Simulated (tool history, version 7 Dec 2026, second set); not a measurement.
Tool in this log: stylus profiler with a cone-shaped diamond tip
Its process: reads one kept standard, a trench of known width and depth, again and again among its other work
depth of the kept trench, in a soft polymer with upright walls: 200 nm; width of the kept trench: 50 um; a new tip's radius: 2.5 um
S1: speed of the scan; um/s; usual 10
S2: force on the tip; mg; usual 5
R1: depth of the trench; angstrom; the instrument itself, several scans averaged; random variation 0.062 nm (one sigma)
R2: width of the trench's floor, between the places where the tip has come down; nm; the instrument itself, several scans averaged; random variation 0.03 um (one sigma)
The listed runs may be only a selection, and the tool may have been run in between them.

{"run": 1, "day": 0.0, "S1": 10, "S2": 5, "R1": 2036.6, "R2": 47230}
{"run": 2, "day": 4.162, "S1": 10, "S2": 5, "R1": 2036.2, "R2": 47150}
{"run": 3, "day": 6.829, "S1": 10, "S2": 5, "R1": 2036.1, "R2": 47120}
{"run": 4, "day": 9.779, "S1": 10, "S2": 5, "R1": 2036.6, "R2": 47110}
{"run": 5, "day": 11.917, "S1": 10, "S2": 5, "R1": 2035.8, "R2": 47140}
{"run": 6, "day": 14.067, "S1": 11, "S2": 5, "R1": 2036, "R2": 47100}
{"run": 7, "day": 18.629, "S1": 11, "S2": 5, "R1": 2037.1, "R2": 47060}
{"run": 8, "day": 21.971, "S1": 10, "S2": 5, "R1": 2035.9, "R2": 47040}
{"run": 9, "day": 25.325, "S1": 10, "S2": 5, "R1": 2035.1, "R2": 47070}
{"run": 10, "day": 29.175, "S1": 10, "S2": 5, "R1": 2034.2, "R2": 46950}
{"run": 11, "day": 32.492, "S1": 10, "S2": 5, "R1": 2034.1, "R2": 46950}
{"run": 12, "day": 34.583, "S1": 10, "S2": 5, "R1": 2034.2, "R2": 47000}
{"run": 13, "day": 38.367, "S1": 10, "S2": 8.49, "R1": 2052.7, "R2": 46940}
{"run": 14, "day": 41.762, "S1": 10, "S2": 3.94, "R1": 2028.8, "R2": 46910}
{"run": 15, "day": 44.817, "S1": 10, "S2": 3.94, "R1": 2027.5, "R2": 46920}
{"run": 16, "day": 47.196, "S1": 10, "S2": 3.94, "R1": 2027.9, "R2": 46940}
{"run": 17, "day": 49.421, "S1": 6, "S2": 3.67, "R1": 2024.8, "R2": 46870}
{"run": 18, "day": 52.55, "S1": 9, "S2": 7.66, "R1": 2046.8, "R2": 46870}
{"run": 19, "day": 56.129, "S1": 9, "S2": 7.66, "R1": 2047.5, "R2": 46860}
{"run": 20, "day": 60.771, "S1": 9, "S2": 5.13, "R1": 2034.5, "R2": 46810}
{"run": 21, "day": 65.438, "S1": 11, "S2": 14.79, "R1": 2078.1, "R2": 46810}
{"run": 22, "day": 68.9, "S1": 8, "S2": 1.8, "R1": 2019.4, "R2": 46790}
{"run": 23, "day": 73.542, "S1": 13, "S2": 1.98, "R1": 2020.6, "R2": 46760}
{"run": 24, "day": 77.138, "S1": 13, "S2": 1.98, "R1": 2023.6, "R2": 47960}
{"run": 25, "day": 80.95, "S1": 13, "S2": 1.98, "R1": 2023.3, "R2": 47940}
{"run": 26, "day": 83.496, "S1": 29, "S2": 11.58, "R1": 2073.9, "R2": 47940}
{"run": 27, "day": 86.438, "S1": 11, "S2": 4.2, "R1": 2038.5, "R2": 47900}
{"run": 28, "day": 88.758, "S1": 3, "S2": 4.82, "R1": 2041.6, "R2": 47950}
{"run": 29, "day": 92.696, "S1": 12, "S2": 6.89, "R1": 2051.6, "R2": 47820}
{"run": 30, "day": 97.233, "S1": 37, "S2": 9.7, "R1": 2065.7, "R2": 47790}
{"run": 31, "day": 100.004, "S1": 37, "S2": 9.7, "R1": 2064.4, "R2": 47800}

The log once held 2 entries between its listed runs, left out of this copy. Where does each go, and what is different about the tool's unlogged condition between the listed run before it and the listed run after it?
In the gap between runs 21 and 22: height scale calibrated on a step standard (day 67.467)
  radius of the tip, um: 6.37 -> 6.45; height scale over the true one, %: -0.45 -> -0.067
  difference, measured minus the result without the unlogged condition, R1: -9.4 -> -1.4 angstrom; R2: -1210 -> -1220 nm
In the gap between runs 23 and 24: new tip fitted, height scale calibrated (day 75.612)
  radius of the tip, um: 6.54 -> 2.55; height scale over the true one, %: -0.078 -> 0.01
  difference, measured minus the result without the unlogged condition, R1: -1.5 -> +0.2 angstrom; R2: -1250 -> -20 nm
